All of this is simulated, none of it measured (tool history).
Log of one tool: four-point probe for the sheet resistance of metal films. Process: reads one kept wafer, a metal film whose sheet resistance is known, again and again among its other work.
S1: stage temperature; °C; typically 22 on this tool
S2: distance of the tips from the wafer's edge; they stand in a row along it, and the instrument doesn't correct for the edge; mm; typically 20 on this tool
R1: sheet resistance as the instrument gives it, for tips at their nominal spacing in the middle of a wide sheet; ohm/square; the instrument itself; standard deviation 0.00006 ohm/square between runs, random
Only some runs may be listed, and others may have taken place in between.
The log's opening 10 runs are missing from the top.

| run | day | S1 | S2 | R1 |
|---|---|---|---|---|
| 11 | 10.438 | 22 | 20 | 0.299551 |
| 12 | 11.575 | 35 | 20 | 0.294178 |
| 13 | 12.529 | 35 | 17 | 0.294306 |
| 14 | 13.179 | 35 | 17 | 0.294232 |
| 15 | 14.096 | 22 | 20 | 0.299375 |
| 16 | 15.062 | 22 | 20 | 0.299452 |
|  | 15.162 | stage's thermometer calibrated |
| 17 | 15.654 | 22 | 20 | 0.299588 |
| 18 | 16.525 | 21 | 20 | 0.299957 |
| 19 | 17.879 | 34 | 25 | 0.294197 |
| 20 | 18.446 | 22 | 30 | 0.299101 |
| 21 | 19.162 | 22 | 30 | 0.299090 |

Estimate the outcome of run 22 from the log above:
|  | 19.304 | stage's thermometer calibrated, once more |
| 22 | 20.142 | 29 | 56 | ? |

Run 22 gave R1 0.295512 ohm/square.
The same run, on a tool lacking any hidden state, would have yielded R1 0.297449 ohm/square.
